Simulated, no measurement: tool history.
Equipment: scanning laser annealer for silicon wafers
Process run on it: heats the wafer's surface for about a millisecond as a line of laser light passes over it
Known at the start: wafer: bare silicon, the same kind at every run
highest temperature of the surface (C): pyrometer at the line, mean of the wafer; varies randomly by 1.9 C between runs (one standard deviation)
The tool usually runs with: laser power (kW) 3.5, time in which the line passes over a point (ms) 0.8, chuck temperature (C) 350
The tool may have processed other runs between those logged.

run   hour  laser power (kW)  time in which the line passes over a point (ms)  chuck temperature (C)  highest temperature of the surface (C)
  1      0               3.5                                              0.8                    350                                    1149
  2   14.2               3.5                                              0.8                    350                                    1146
  3   28.2             3.522                                              0.8                    350                                    1154
  4   36.7             3.522                                              0.8                    350                                    1152
  5   46.2               3.5                                              0.8                    350                                    1147
  6   59.8               3.5                                              0.8                    350                                    1147
  7     75               3.5                                              0.8                    350                                    1147
  8   84.5               3.5                                              0.8                    350                                    1144
  9   91.4             3.049                                              0.8                    350                                    1045
 10  103.3             3.049                                              0.8                    350                                    1042
 11  118.6             3.049                                              0.8                    350                                    1042
 12  133.1               3.5                                              0.8                    350                                    1144
 13  144.7               3.5                                              0.8                    350                                    1141
 14  152.3               3.5                                              0.8                    350                                    1144
 15  166.2             3.244                                              0.8                    350                                    1085
 16  176.7               3.5                                              0.8                    350                                    1143
 17  189.1               3.5                                            0.994                    350                                    1254
 18  200.3               3.5                                            0.851                    350                                    1172
 19  211.2               3.5                                              0.8                    385                                    1181
 20  217.4               3.5                                             0.75                    385                                    1148
 21  230.5             3.151                                            0.649                    350                                     980
 22  245.4              3.77                                              0.8                    361                                    1212
 23  255.2             3.521                                            0.944                    324                                    1202
 24  267.5             3.768                                              0.8                    350                                    1200
 25  277.2             3.756                                            0.624                    338                                    1075
 26  289.3             3.756                                            0.624                    338                                    1070
 27  303.8             3.621                                            0.731                    374                                    1150
 28  314.1             3.204                                            0.605                    321                                     937
 29  324.4              3.64                                              0.8                    350                                    1171
 30    333              3.64                                              0.8                    350                                    1168
 31  345.2             3.328                                             0.66                    350                                    1020
 32    357             3.328                                             0.66                    350                                    1020
 33  368.7             3.328                                             0.66                    350                                    1022
 34  382.2               3.5                                            0.992                    344                                    1242
 35  389.8              3.48                                            0.685                    321                                    1037
 36  404.5               3.5                                            0.912                    313                                    1167
 37  418.8               3.5                                            0.561                    313                                     950
 38  429.4               3.5                                            0.859                    350                                    1170
 39  439.5             3.048                                              0.8                    378                                    1066
 40  454.3             3.002                                              0.8                    350                                    1027

Measured less the same run without the tool's hidden state. The same run-to-run variation is in both; the gauge's scatter may not be:
The hidden state here: light that passes the window, % of a clean one's; laser's true power over the reading, %; width of the line over the set one, %; drift of the gauge itself on peak_c, C.
run  highest temperature of the surface (C)
  1                                      -8
  2                                      -9
  3                                      -9
  4                                      -9
  5                                      -9
  6                                      -9
  7                                     -10
  8                                      -9
  9                                      -9
 10                                      -9
 11                                      -9
 12                                     -11
 13                                     -11
 14                                     -11
 15                                     -10
 16                                     -12
 17                                     -13
 18                                     -13
 19                                     -12
 20                                     -12
 21                                     -10
 22                                     -15
 23                                     -15
 24                                     -15
 25                                     -13
 26                                     -13
 27                                     -14
 28                                     -11
 29                                     -16
 30                                     -16
 31                                     -13
 32                                     -14
 33                                     -14
 34                                     -18
 35                                     -14
 36                                     -18
 37                                     -13
 38                                     -17
 39                                     -15
 40                                     -15

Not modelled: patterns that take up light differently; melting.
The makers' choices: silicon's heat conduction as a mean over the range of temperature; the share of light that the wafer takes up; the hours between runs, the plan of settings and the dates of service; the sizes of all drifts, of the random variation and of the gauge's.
